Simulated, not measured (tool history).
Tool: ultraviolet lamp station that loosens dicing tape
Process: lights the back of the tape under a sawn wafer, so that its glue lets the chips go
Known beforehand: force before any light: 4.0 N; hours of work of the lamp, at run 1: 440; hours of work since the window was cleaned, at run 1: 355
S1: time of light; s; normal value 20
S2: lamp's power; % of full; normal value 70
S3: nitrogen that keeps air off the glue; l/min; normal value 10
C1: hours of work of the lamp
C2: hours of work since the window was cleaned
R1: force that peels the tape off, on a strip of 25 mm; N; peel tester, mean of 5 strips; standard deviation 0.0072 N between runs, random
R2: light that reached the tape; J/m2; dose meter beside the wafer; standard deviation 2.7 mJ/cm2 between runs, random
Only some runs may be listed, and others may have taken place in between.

Run 1, hour 0.0: usual settings; C1 440; C2 355. Result: R1 0.427 N, R2 2750 J/m2.
At hour 23.6: window cleaned of glue's vapour.
Run 2, hour 30.5: usual settings; C1 459; C2 4. Result: R1 0.330 N, R2 3180 J/m2.
Run 3, hour 58.1: usual settings; C1 476; C2 22. Result: R1 0.341 N, R2 3110 J/m2.
Run 4, hour 75.5: usual settings; C1 487; C2 32. Result: R1 0.342 N, R2 3080 J/m2.
Run 5, hour 100.8: usual settings; C1 503; C2 48. Result: R1 0.339 N, R2 3040 J/m2.
Run 6, hour 120.9: usual settings; C1 516; C2 61. Result: R1 0.355 N, R2 3010 J/m2.
Run 7, hour 147.9: usual settings; C1 532; C2 78. Result: R1 0.348 N, R2 3000 J/m2.
Run 8, hour 162.2: usual settings but S1 21 s; C1 541; C2 87. Result: R1 0.326 N, R2 3100 J/m2.
Run 9, hour 180.5: usual settings but S3 11 l/min; C1 553; C2 98. Result: R1 0.339 N, R2 2960 J/m2.
Run 10, hour 198.8: usual settings but S1 28 s; C1 564; C2 110. Result: R1 0.195 N, R2 4080 J/m2.
Run 11, hour 222.8: usual settings but S1 28 s; C1 579; C2 125. Result: R1 0.200 N, R2 4030 J/m2.
Run 12, hour 245.0: usual settings but S1 28 s; C1 593; C2 139. Result: R1 0.213 N, R2 3980 J/m2.
Run 13, hour 264.9: usual settings but S1 28 s; C1 606; C2 151. Result: R1 0.206 N, R2 4020 J/m2.
Run 14, hour 288.2: usual settings but S1 28 s; C1 620; C2 166. Result: R1 0.222 N, R2 4000 J/m2.
Run 15, hour 310.6: usual settings; C1 634; C2 180. Result: R1 0.395 N, R2 2820 J/m2.
Run 16, hour 341.4: usual settings; C1 654; C2 199. Result: R1 0.416 N, R2 2820 J/m2.
Run 17, hour 356.5: usual settings but S2 94 % of full; C1 663; C2 209. Result: R1 0.245 N, R2 3710 J/m2.
Run 18, hour 373.5: usual settings but S2 89 % of full, S3 19 l/min; C1 674; C2 219. Result: R1 0.177 N, R2 3490 J/m2.
Run 19, hour 404.5: usual settings but S1 13 s; C1 693; C2 239. Result: R1 0.880 N, R2 1760 J/m2.
Run 20, hour 421.8: usual settings but S1 13 s, S2 89 % of full, S3 12 l/min; C1 704; C2 250. Result: R1 0.549 N, R2 2230 J/m2.
Run 21, hour 435.5: usual settings but S1 13 s, S2 76 % of full, S3 14 l/min; C1 713; C2 258. Result: R1 0.653 N, R2 1890 J/m2.
Run 22, hour 458.1: usual settings but S2 89 % of full, S3 17 l/min; C1 727; C2 272. Result: R1 0.199 N, R2 3360 J/m2.
Run 23, hour 471.7: usual settings but S1 38 s, S2 88 % of full, S3 13 l/min; C1 735; C2 281. Result: R1 0.117 N, R2 6330 J/m2.
Run 24, hour 487.3: usual settings but S2 84 % of full, S3 5 l/min; C1 745; C2 291. Result: R1 0.575 N, R2 3130 J/m2.
Run 25, hour 501.2: usual settings but S2 84 % of full, S3 5 l/min; C1 754; C2 299. Result: R1 0.591 N, R2 3140 J/m2.
Run 26, hour 525.9: usual settings but S2 83 % of full, S3 5 l/min; C1 769; C2 315. Result: R1 0.605 N, R2 3060 J/m2.
Run 27, hour 542.1: usual settings but S1 12 s, S2 81 % of full, S3 19 l/min; C1 779; C2 325. Result: R1 0.584 N, R2 1780 J/m2.
Run 28, hour 566.9: usual settings but S2 66 % of full, S3 5 l/min; C1 795; C2 340. Result: R1 0.901 N, R2 2370 J/m2.
Run 29, hour 584.9: usual settings but S2 66 % of full, S3 5 l/min; C1 806; C2 352. Result: R1 0.880 N, R2 2420 J/m2.
Run 30, hour 609.5: usual settings but S1 14 s, S2 75 % of full, S3 8 l/min; C1 822; C2 367. Result: R1 0.929 N, R2 1830 J/m2.
At hour 613.7: window cleaned of glue's vapour.
Run 31, hour 640.0: usual settings but S1 14 s, S2 75 % of full, S3 8 l/min; C1 841; C2 17. Result: R1 0.792 N, R2 2160 J/m2.

A few steps of R1 between consecutive runs. Split each: what settings, incoming material and random variation would produce without the hidden state, and what is left over for the hidden state, along with gauge scatter present in only one of the two compared results (measured, and without hidden state):
Hidden state at play: lamp's light, % of a new lamp's; light that the window lets through, % of a clean one's; drift of the gauge itself on peel_n, %; drift of the gauge itself on dose_mj_cm2, %.
Run 18 -> 19: S1 20 -> 13, S2 89 -> 70, S3 19 -> 10. R1 +0.703 N: hidden state +0.260, all else +0.443.
Run 21 -> 22: S1 13 -> 20, S2 76 -> 89, S3 14 -> 17. R1 -0.454 N: hidden state -0.199, all else -0.255.
Run 23 -> 24: S1 38 -> 20, S2 88 -> 84, S3 13 -> 5. R1 +0.458 N: hidden state +0.245, all else +0.213.
